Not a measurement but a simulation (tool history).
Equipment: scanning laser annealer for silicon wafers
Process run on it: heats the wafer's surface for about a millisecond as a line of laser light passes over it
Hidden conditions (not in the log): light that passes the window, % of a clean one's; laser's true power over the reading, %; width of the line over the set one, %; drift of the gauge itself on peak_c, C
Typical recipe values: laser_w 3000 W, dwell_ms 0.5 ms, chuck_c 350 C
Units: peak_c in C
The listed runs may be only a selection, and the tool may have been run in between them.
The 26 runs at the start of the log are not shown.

run	hour	laser_w	dwell_ms	chuck_c	hours of work since the window was cleaned	hours of work since the power meter was calibrated	hours of work since the optics were aligned	peak_c
27	448.6	2806	0.511	310	64	426	1732	1011
# hour 453.6: laser's power meter calibrated
28	469.4	3080	0.562	359	77	11	1744	1158
29	489.3	3007	0.581	378	91	25	1758	1164
# hour 498.1: optics aligned, line set to its width
30	514.9	3007	0.581	378	106	40	12	1182
31	526.1	2727	0.519	378	114	48	20	1074
32	540	3109	0.5	350	124	58	30	1124
33	557	2774	0.4	379	136	70	42	1011
# hour 569: laser's power meter calibrated, once more
34	573.5	3004	0.497	315	145	3	52	1063
35	587.1	3004	0.497	315	155	13	61	1061
36	598.5	3292	0.5	326	163	21	69	1142
37	614.7	2856	0.5	375	175	33	81	1088
38	635.9	2856	0.5	375	190	48	96	1091
39	657.1	2854	0.531	375	205	63	111	1104
40	673.3	2741	0.5	350	216	74	123	1029

Each row is a separate what-if for the run after 40, all from the same tool condition, not one after another. Results?
A	696.2	2627	0.5	361	233	91	139	?
B	696.2	3000	0.437	386	233	91	139	?
C	696.2	2805	0.614	327	233	91	139	?
D	696.2	3001	0.454	328	233	91	139	?

run	peak_c
A	1019
B	1086
C	1085
D	1042
Stripped of hidden state, with their random variation kept, the same runs would have yielded:
run	peak_c
A	1038
B	1107
C	1108
D	1063
